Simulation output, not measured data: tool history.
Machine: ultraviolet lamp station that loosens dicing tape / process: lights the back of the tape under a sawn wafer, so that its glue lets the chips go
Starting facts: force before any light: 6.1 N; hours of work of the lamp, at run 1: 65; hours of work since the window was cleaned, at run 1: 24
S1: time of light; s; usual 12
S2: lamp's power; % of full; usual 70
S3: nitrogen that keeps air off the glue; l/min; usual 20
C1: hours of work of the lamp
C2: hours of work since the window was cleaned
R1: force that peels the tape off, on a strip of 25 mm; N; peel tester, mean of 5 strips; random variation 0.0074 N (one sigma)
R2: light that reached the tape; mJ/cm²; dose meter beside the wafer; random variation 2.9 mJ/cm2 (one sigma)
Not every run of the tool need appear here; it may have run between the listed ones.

{"run": 1, "hour": 0.0, "S1": 12, "S2": 70, "S3": 20, "C1": 65, "C2": 24, "R1": 0.288, "R2": 408}
{"run": 2, "hour": 6.7, "S1": 12, "S2": 70, "S3": 20, "C1": 70, "C2": 29, "R1": 0.293, "R2": 407}
{"run": 3, "hour": 15.0, "S1": 12, "S2": 70, "S3": 20, "C1": 76, "C2": 35, "R1": 0.29, "R2": 401}
{"run": 4, "hour": 25.3, "S1": 12, "S2": 60, "S3": 20, "C1": 84, "C2": 43, "R1": 0.419, "R2": 343}
{"run": 5, "hour": 33.5, "S1": 12, "S2": 60, "S3": 20, "C1": 90, "C2": 49, "R1": 0.419, "R2": 344}
{"run": 6, "hour": 40.4, "S1": 12, "S2": 70, "S3": 20, "C1": 95, "C2": 54, "R1": 0.31, "R2": 399}
{"run": 7, "hour": 46.8, "S1": 12, "S2": 92, "S3": 11, "C1": 100, "C2": 59, "R1": 0.295, "R2": 524}
{"run": 8, "hour": 59.3, "S1": 18, "S2": 95, "S3": 11, "C1": 109, "C2": 68, "R1": 0.117, "R2": 810}
{"run": 9, "hour": 69.8, "S1": 17, "S2": 64, "S3": 17, "C1": 117, "C2": 76, "R1": 0.199, "R2": 500}
{"run": 10, "hour": 79.6, "S1": 22, "S2": 75, "S3": 20, "C1": 125, "C2": 84, "R1": 0.108, "R2": 767}
{"run": 11, "hour": 87.6, "S1": 22, "S2": 75, "S3": 20, "C1": 131, "C2": 90, "R1": 0.104, "R2": 766}
{"run": 12, "hour": 100.4, "S1": 10, "S2": 75, "S3": 33, "C1": 140, "C2": 99, "R1": 0.278, "R2": 345}

Branching from run 12: 3 alternative next runs. What would each branch give?
{"run": "A", "hour": 109.9, "S1": 12, "S2": 83, "S3": 16, "C1": 148, "C2": 106, "R1": "?", "R2": "?"}
{"run": "B", "hour": 109.9, "S1": 10, "S2": 75, "S3": 11, "C1": 148, "C2": 106, "R1": "?", "R2": "?"}
{"run": "C", "hour": 109.9, "S1": 11, "S2": 94, "S3": 7, "C1": 148, "C2": 106, "R1": "?", "R2": "?"}

run=A R1=0.284 R2=454
run=B R1=0.704 R2=345
run=C R1=0.518 R2=471
With no hidden state in the tool, these same runs would have given:
run=A R1=0.235 R2=495
run=B R1=0.591 R2=375
run=C R1=0.429 R2=514

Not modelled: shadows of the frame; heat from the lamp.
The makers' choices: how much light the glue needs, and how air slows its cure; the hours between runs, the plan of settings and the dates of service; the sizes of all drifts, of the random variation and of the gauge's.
